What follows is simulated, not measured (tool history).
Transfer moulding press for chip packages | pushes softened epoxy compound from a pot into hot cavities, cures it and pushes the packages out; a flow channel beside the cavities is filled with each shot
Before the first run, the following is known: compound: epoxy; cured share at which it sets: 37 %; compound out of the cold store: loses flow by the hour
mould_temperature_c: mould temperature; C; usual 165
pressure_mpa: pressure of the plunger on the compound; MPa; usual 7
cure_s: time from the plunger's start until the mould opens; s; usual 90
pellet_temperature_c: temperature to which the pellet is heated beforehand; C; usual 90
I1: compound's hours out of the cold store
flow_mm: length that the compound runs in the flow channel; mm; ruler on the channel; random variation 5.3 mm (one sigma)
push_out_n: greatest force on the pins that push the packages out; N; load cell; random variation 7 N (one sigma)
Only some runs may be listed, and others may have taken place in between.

Run 1, hour 0: usual settings; I1 39.5. Result: flow_mm 728 mm, push_out_n 487 N.
Run 2, hour 43.1: usual settings; I1 25.8. Result: flow_mm 761 mm, push_out_n 541 N.
At hour 51.5: cavities cleaned with cleaning compound and waxed.
Run 3, hour 75.3: usual settings; I1 21.2. Result: flow_mm 785 mm, push_out_n 477 N.
Run 4, hour 116.7: usual settings but pellet_temperature_c 84 C; I1 43.2. Result: flow_mm 703 mm, push_out_n 544 N.
At hour 138.8: cavities cleaned with cleaning compound and waxed.
Run 5, hour 152.4: usual settings but pellet_temperature_c 84 C; I1 12.2. Result: flow_mm 811 mm, push_out_n 405 N.
Run 6, hour 189.9: usual settings but pellet_temperature_c 84 C; I1 18.7. Result: flow_mm 774 mm, push_out_n 518 N.
At hour 226.8: cavities cleaned with cleaning compound and waxed.
Run 7, hour 232.3: usual settings but pellet_temperature_c 84 C; I1 44.4. Result: flow_mm 687 mm, push_out_n 346 N.
Run 8, hour 264.1: usual settings; I1 11.8. Result: flow_mm 792 mm, push_out_n 516 N.
At hour 274.4: plunger's sealing rings changed.
At hour 315.1: cavities cleaned with cleaning compound and waxed.
Run 9, hour 315.1: usual settings; I1 18.1. Result: flow_mm 816 mm, push_out_n 279 N.
Run 10, hour 341.8: usual settings but pressure_mpa 5.83 MPa; I1 39.7. Result: flow_mm 664 mm, push_out_n 419 N.
Run 11, hour 388.4: usual settings but pressure_mpa 5.83 MPa; I1 9.3. Result: flow_mm 762 mm, push_out_n 525 N.
At hour 402.8: cavities cleaned with cleaning compound and waxed.
Run 12, hour 442.8: usual settings but pressure_mpa 5.83 MPa; I1 35.2. Result: flow_mm 672 mm, push_out_n 478 N.
At hour 489: cavities cleaned with cleaning compound and waxed.
Run 13, hour 496.8: usual settings; I1 31.5. Result: flow_mm 744 mm, push_out_n 337 N.
At hour 520: mould's thermocouples calibrated.
Run 14, hour 530.3: usual settings but cure_s 91 s; I1 41. Result: flow_mm 711 mm, push_out_n 499 N.
Run 15, hour 565.2: usual settings but cure_s 97 s; I1 46.9. Result: flow_mm 689 mm, push_out_n 490 N.
At hour 578.3: cavities cleaned with cleaning compound and waxed.
Run 16, hour 617.4: usual settings but mould_temperature_c 159 C, cure_s 97 s, pellet_temperature_c 84 C; I1 16. Result: flow_mm 806 mm, push_out_n 711 N.
Run 17, hour 645.4: usual settings but mould_temperature_c 170 C, pressure_mpa 6.89 MPa, cure_s 87 s, pellet_temperature_c 81 C; I1 19.6. Result: flow_mm 748 mm, push_out_n 472 N.
At hour 651.9: plunger's sealing rings changed.
At hour 666.9: cavities cleaned with cleaning compound and waxed.
Run 18, hour 699: usual settings but pressure_mpa 6.85 MPa, cure_s 71 s; I1 13.2. Result: flow_mm 826 mm, push_out_n 864 N.
Run 19, hour 745.3: usual settings but pressure_mpa 6.85 MPa, cure_s 71 s; I1 36.6. Result: flow_mm 737 mm, push_out_n 898 N.
At hour 754.6: cavities cleaned with cleaning compound and waxed.
Run 20, hour 781.8: usual settings but mould_temperature_c 157 C, pressure_mpa 6.11 MPa, cure_s 119 s, pellet_temperature_c 87 C; I1 36.1. Result: flow_mm 715 mm, push_out_n 448 N.
Run 21, hour 833.7: usual settings but mould_temperature_c 157 C, pressure_mpa 6.11 MPa, cure_s 119 s, pellet_temperature_c 87 C; I1 15.7. Result: flow_mm 784 mm, push_out_n 577 N.
At hour 842.8: cavities cleaned with cleaning compound and waxed.
Run 22, hour 888.6: usual settings but mould_temperature_c 157 C, pressure_mpa 6.11 MPa, cure_s 119 s, pellet_temperature_c 87 C; I1 45.3. Result: flow_mm 676 mm, push_out_n 503 N.
Run 23, hour 924: usual settings but mould_temperature_c 157 C, pressure_mpa 6.11 MPa, cure_s 119 s, pellet_temperature_c 87 C; I1 24.3. Result: flow_mm 732 mm, push_out_n 540 N.
At hour 930.4: cavities cleaned with cleaning compound and waxed.
Run 24, hour 977.1: usual settings but mould_temperature_c 157 C, pressure_mpa 6.11 MPa, cure_s 119 s, pellet_temperature_c 87 C; I1 40. Result: flow_mm 672 mm, push_out_n 490 N.
At hour 1019: cavities cleaned with cleaning compound and waxed.
Run 25, hour 1025.2: usual settings but mould_temperature_c 160 C, pressure_mpa 5.46 MPa, cure_s 73 s, pellet_temperature_c 89 C; I1 19.8. Result: flow_mm 686 mm, push_out_n 787 N.
At hour 1030.6: plunger's sealing rings changed.
Run 26, hour 1075.4: usual settings but mould_temperature_c 160 C, pressure_mpa 5.46 MPa, cure_s 73 s, pellet_temperature_c 89 C; I1 19. Result: flow_mm 730 mm, push_out_n 1204 N.
At hour 1108.8: cavities cleaned with cleaning compound and waxed.
Run 27, hour 1124.4: usual settings but mould_temperature_c 163 C, cure_s 87 s, pellet_temperature_c 97 C; I1 38. Result: flow_mm 740 mm, push_out_n 465 N.
Run 28, hour 1166: usual settings but mould_temperature_c 160 C, pressure_mpa 6.08 MPa, cure_s 76 s, pellet_temperature_c 97 C; I1 33.9. Result: flow_mm 711 mm, push_out_n 991 N.

Table of differences, measured result less the result of that run with no hidden state. Run-to-run variation is the same in both. Gauge scatter possibly is not:
What the log doesn't record here: true mould temperature over the reading, C; pressure that reaches the compound, % of what is set; grip of the stained cavities, % over clean ones'; drift of the gauge itself on flow_mm, %; drift of the gauge itself on push_out_n, %.
run  flow_mm  push_out_n
  1      -15        +205
  2      -21        +258
  3      -26        +171
  4      -29        +256
  5      -39        +101
  6      -43        +229
  7      -44         +50
  8      -57        +207
  9      -10         -20
 10      -11        +151
 11      -19        +235
 12      -23        +191
 13      -32         +49
 14      -31        +225
 15      -34        +241
 16      -47        +308
 17      -48        +226
 18       -8        +359
 19      -13        +429
 20      -17        +165
 21      -26        +272
 22      -28        +219
 23      -36        +257
 24      -40        +209
 25      -46        +125
 26      -10        +533
 27      -16        +123
 28      -21        +433
